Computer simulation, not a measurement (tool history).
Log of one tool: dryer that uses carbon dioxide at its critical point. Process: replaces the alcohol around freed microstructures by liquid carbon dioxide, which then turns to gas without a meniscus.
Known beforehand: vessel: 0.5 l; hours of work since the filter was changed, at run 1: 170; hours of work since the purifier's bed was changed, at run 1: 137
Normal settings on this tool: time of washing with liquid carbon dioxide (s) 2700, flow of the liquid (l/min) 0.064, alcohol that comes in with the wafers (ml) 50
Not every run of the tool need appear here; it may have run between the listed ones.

run   hour  time of washing with liquid carbon dioxide (s)  flow of the liquid (l/min)  alcohol that comes in with the wafers (ml)  hours of work since the filter was changed  hours of work since the purifier's bed was changed  alcohol left in the vessel before it's heated (ppm by volume)
  1      0                                            2700                       0.064                                          50                                         170                                                 137                                                           1942
  2   12.6                                            2700                       0.064                                          50                                         176                                                 142                                                           1907
  3   22.2                                            2700                       0.064                                          50                                         180                                                 146                                                           1943
  4   39.2                                            2700                       0.064                                          50                                         187                                                 153                                                           1935
  5   54.8                                            2700                       0.064                                          93                                         193                                                 159                                                           3660
  6   65.9                                            2700                       0.064                                          93                                         198                                                 164                                                           3714
  7   76.1                                            2700                       0.064                                          50                                         202                                                 168                                                           2018
  8   91.3                                            2640                       0.064                                          50                                         208                                                 174                                                           2152
  9    105                                            2640                       0.064                                          50                                         214                                                 180                                                           2113
 10  121.8                                            2700                      0.0789                                          50                                         221                                                 187                                                            800
 11  140.8                                            2700                      0.0408                                          50                                         229                                                 195                                                           8928
 12  156.2                                            2280                       0.064                                          50                                         235                                                 201                                                           3736
 13  168.2                                            2700                       0.064                                          50                                         240                                                 206                                                           2058
 14  177.3                                            2700                       0.064                                          50                                         244                                                 210                                                           2106
 15  197.7                                            2700                      0.0529                                          50                                         252                                                 219                                                           4246
 16  219.2                                            2700                      0.0529                                          50                                         261                                                 227                                                           4146
 17  237.3                                            2700                       0.064                                          29                                         269                                                 235                                                           1278
 18  248.3                                            2700                       0.064                                          29                                         273                                                 240                                                           1258
 19  264.7                                            2700                       0.064                                          29                                         280                                                 246                                                           1271
 20  284.3                                            2700                      0.0441                                          29                                         288                                                 254                                                           4287
 21  299.8                                            3480                       0.064                                          27                                         295                                                 261                                                            430
 22  311.3                                            2820                      0.0393                                          50                                         299                                                 266                                                           9326
 23  322.4                                            2700                      0.0927                                          50                                         304                                                 270                                                            390
 24  342.4                                            3060                       0.077                                          50                                         312                                                 279                                                            578
 25    356                                            3060                      0.0907                                          21                                         318                                                 284                                                            103
 26    368                                            1860                       0.064                                          84                                         323                                                 289                                                          12712
 27  388.2                                            2700                      0.0724                                          61                                         331                                                 298                                                           1685
 28  400.4                                            4260                      0.0609                                          50                                         336                                                 303                                                            385

Run 29 comes next. What will it give?
 29  414.4                                            4260                      0.0609                                          50                                         342                                                 308                                                              ?

{"run 29": {"alcohol left in the vessel before it's heated (ppm by volume)": 377}}
Without the tool's hidden state the same run would have given alcohol left in the vessel before it's heated (ppm by volume) 190.
